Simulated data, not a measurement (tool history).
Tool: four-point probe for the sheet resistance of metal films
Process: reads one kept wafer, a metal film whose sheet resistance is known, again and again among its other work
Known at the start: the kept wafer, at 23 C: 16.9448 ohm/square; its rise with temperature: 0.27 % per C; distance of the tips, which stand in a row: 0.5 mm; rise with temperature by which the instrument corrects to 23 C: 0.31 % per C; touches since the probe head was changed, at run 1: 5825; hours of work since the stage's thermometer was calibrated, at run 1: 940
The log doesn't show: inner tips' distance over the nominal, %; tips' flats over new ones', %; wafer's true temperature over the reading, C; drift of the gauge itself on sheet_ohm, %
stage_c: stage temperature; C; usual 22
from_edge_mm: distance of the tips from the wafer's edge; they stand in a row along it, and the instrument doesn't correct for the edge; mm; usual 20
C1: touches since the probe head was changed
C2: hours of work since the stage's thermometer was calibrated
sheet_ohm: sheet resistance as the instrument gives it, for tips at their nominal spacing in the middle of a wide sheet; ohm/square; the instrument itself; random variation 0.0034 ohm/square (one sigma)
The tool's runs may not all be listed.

{"run": 1, "hour": 0.0, "stage_c": 22, "from_edge_mm": 20, "C1": 5825, "C2": 940, "sheet_ohm": 16.922644}
{"run": 2, "hour": 21.1, "stage_c": 22, "from_edge_mm": 9, "C1": 6164, "C2": 954, "sheet_ohm": 16.956912}
{"run": 3, "hour": 36.4, "stage_c": 22, "from_edge_mm": 9, "C1": 6410, "C2": 963, "sheet_ohm": 16.951209}
{"run": 4, "hour": 56.3, "stage_c": 22, "from_edge_mm": 20, "C1": 6729, "C2": 975, "sheet_ohm": 16.92413}
{"run": 5, "hour": 82.5, "stage_c": 22, "from_edge_mm": 20, "C1": 7151, "C2": 992, "sheet_ohm": 16.924479}
{"run": 6, "hour": 96.4, "stage_c": 22, "from_edge_mm": 20, "C1": 7375, "C2": 1000, "sheet_ohm": 16.92831}
{"run": 7, "hour": 119.3, "stage_c": 22, "from_edge_mm": 20, "C1": 7743, "C2": 1015, "sheet_ohm": 16.921183}
{"run": 8, "hour": 132.7, "stage_c": 22, "from_edge_mm": 20, "C1": 7958, "C2": 1023, "sheet_ohm": 16.919395}
{"run": 9, "hour": 147.5, "stage_c": 22, "from_edge_mm": 20, "C1": 8196, "C2": 1032, "sheet_ohm": 16.921056}
{"run": 10, "hour": 167.4, "stage_c": 22, "from_edge_mm": 20, "C1": 8515, "C2": 1044, "sheet_ohm": 16.929729}
{"run": 11, "hour": 192.2, "stage_c": 22, "from_edge_mm": 20, "C1": 8914, "C2": 1060, "sheet_ohm": 16.922296}
{"run": 12, "hour": 211.7, "stage_c": 22, "from_edge_mm": 61, "C1": 9228, "C2": 1072, "sheet_ohm": 16.916051}
{"run": 13, "hour": 229.9, "stage_c": 22, "from_edge_mm": 20, "C1": 9519, "C2": 1083, "sheet_ohm": 16.922955}
{"run": 14, "hour": 249.9, "stage_c": 22, "from_edge_mm": 20, "C1": 9841, "C2": 1096, "sheet_ohm": 16.920058}
{"run": 15, "hour": 264.5, "stage_c": 22, "from_edge_mm": 20, "C1": 10077, "C2": 1105, "sheet_ohm": 16.923235}
{"run": 16, "hour": 292.1, "stage_c": 22, "from_edge_mm": 68, "C1": 10520, "C2": 1122, "sheet_ohm": 16.914226}
{"run": 17, "hour": 305.4, "stage_c": 22, "from_edge_mm": 68, "C1": 10734, "C2": 1130, "sheet_ohm": 16.921662}
{"run": 18, "hour": 332.2, "stage_c": 31, "from_edge_mm": 20, "C1": 11165, "C2": 1147, "sheet_ohm": 16.866152}
{"run": 19, "hour": 344.0, "stage_c": 22, "from_edge_mm": 20, "C1": 11354, "C2": 1154, "sheet_ohm": 16.925169}
{"run": 20, "hour": 358.0, "stage_c": 22, "from_edge_mm": 20, "C1": 11579, "C2": 1163, "sheet_ohm": 16.919948}
{"run": 21, "hour": 374.7, "stage_c": 22, "from_edge_mm": 6, "C1": 11848, "C2": 1173, "sheet_ohm": 16.980442}
{"run": 22, "hour": 399.4, "stage_c": 22, "from_edge_mm": 6, "C1": 12245, "C2": 1188, "sheet_ohm": 16.975883}
{"run": 23, "hour": 428.2, "stage_c": 22, "from_edge_mm": 6, "C1": 12708, "C2": 1206, "sheet_ohm": 16.979173}
{"hour": 431.4, "done": "stage's thermometer calibrated"}
{"run": 24, "hour": 446.0, "stage_c": 22, "from_edge_mm": 23, "C1": 12985, "C2": 9, "sheet_ohm": 16.919578}
{"run": 25, "hour": 473.3, "stage_c": 22, "from_edge_mm": 23, "C1": 13426, "C2": 26, "sheet_ohm": 16.907778}
{"run": 26, "hour": 500.0, "stage_c": 21, "from_edge_mm": 20, "C1": 13855, "C2": 43, "sheet_ohm": 16.913562}
{"run": 27, "hour": 515.6, "stage_c": 21, "from_edge_mm": 6, "C1": 14105, "C2": 52, "sheet_ohm": 16.977176}
{"run": 28, "hour": 543.9, "stage_c": 29, "from_edge_mm": 19, "C1": 14559, "C2": 70, "sheet_ohm": 16.86371}
{"run": 29, "hour": 557.4, "stage_c": 29, "from_edge_mm": 19, "C1": 14777, "C2": 78, "sheet_ohm": 16.869041}
{"run": 30, "hour": 582.1, "stage_c": 21, "from_edge_mm": 4, "C1": 15174, "C2": 94, "sheet_ohm": 17.056845}
{"hour": 595.7, "done": "stage's thermometer calibrated, once more"}
{"run": 31, "hour": 596.8, "stage_c": 25, "from_edge_mm": 11, "C1": 15402, "C2": 1, "sheet_ohm": 16.921212}
{"run": 32, "hour": 608.8, "stage_c": 25, "from_edge_mm": 29, "C1": 15595, "C2": 8, "sheet_ohm": 16.89382}
{"run": 33, "hour": 621.3, "stage_c": 25, "from_edge_mm": 29, "C1": 15796, "C2": 16, "sheet_ohm": 16.901634}
{"run": 34, "hour": 640.6, "stage_c": 25, "from_edge_mm": 29, "C1": 16106, "C2": 28, "sheet_ohm": 16.903066}
{"run": 35, "hour": 654.7, "stage_c": 25, "from_edge_mm": 29, "C1": 16333, "C2": 37, "sheet_ohm": 16.899786}
{"run": 36, "hour": 668.1, "stage_c": 23, "from_edge_mm": 11, "C1": 16549, "C2": 45, "sheet_ohm": 16.933945}
{"run": 37, "hour": 682.8, "stage_c": 23, "from_edge_mm": 11, "C1": 16784, "C2": 54, "sheet_ohm": 16.936357}
{"run": 38, "hour": 699.2, "stage_c": 23, "from_edge_mm": 11, "C1": 17049, "C2": 64, "sheet_ohm": 16.940259}
{"run": 39, "hour": 715.0, "stage_c": 23, "from_edge_mm": 11, "C1": 17302, "C2": 74, "sheet_ohm": 16.932166}
{"run": 40, "hour": 736.3, "stage_c": 30, "from_edge_mm": 4, "C1": 17644, "C2": 87, "sheet_ohm": 17.002109}
{"run": 41, "hour": 755.4, "stage_c": 27, "from_edge_mm": 25, "C1": 17952, "C2": 99, "sheet_ohm": 16.889039}
{"run": 42, "hour": 775.3, "stage_c": 25, "from_edge_mm": 5, "C1": 18271, "C2": 111, "sheet_ohm": 16.986711}
{"run": 43, "hour": 792.8, "stage_c": 31, "from_edge_mm": 5, "C1": 18552, "C2": 122, "sheet_ohm": 16.952527}
{"run": 44, "hour": 809.5, "stage_c": 31, "from_edge_mm": 5, "C1": 18821, "C2": 133, "sheet_ohm": 16.951045}

Hidden state at the last listed run before each entry between runs and at the first one after, where it differs:
Between runs 23 and 24: stage's thermometer calibrated (hour 431.4)
  inner tips' distance over the nominal, %: -0.15 -> -0.151; wafer's true temperature over the reading, C: -0.22 -> -0.36
  measured less the result without the state, sheet_ohm: -0.038089 -> -0.044211 ohm/square
Between runs 30 and 31: stage's thermometer calibrated, once more (hour 595.7)
  tips' flats over new ones', %: 9 -> 10; wafer's true temperature over the reading, C: -0.38 -> -0.01
  measured less the result without the state, sheet_ohm: -0.046584 -> -0.029470 ohm/square

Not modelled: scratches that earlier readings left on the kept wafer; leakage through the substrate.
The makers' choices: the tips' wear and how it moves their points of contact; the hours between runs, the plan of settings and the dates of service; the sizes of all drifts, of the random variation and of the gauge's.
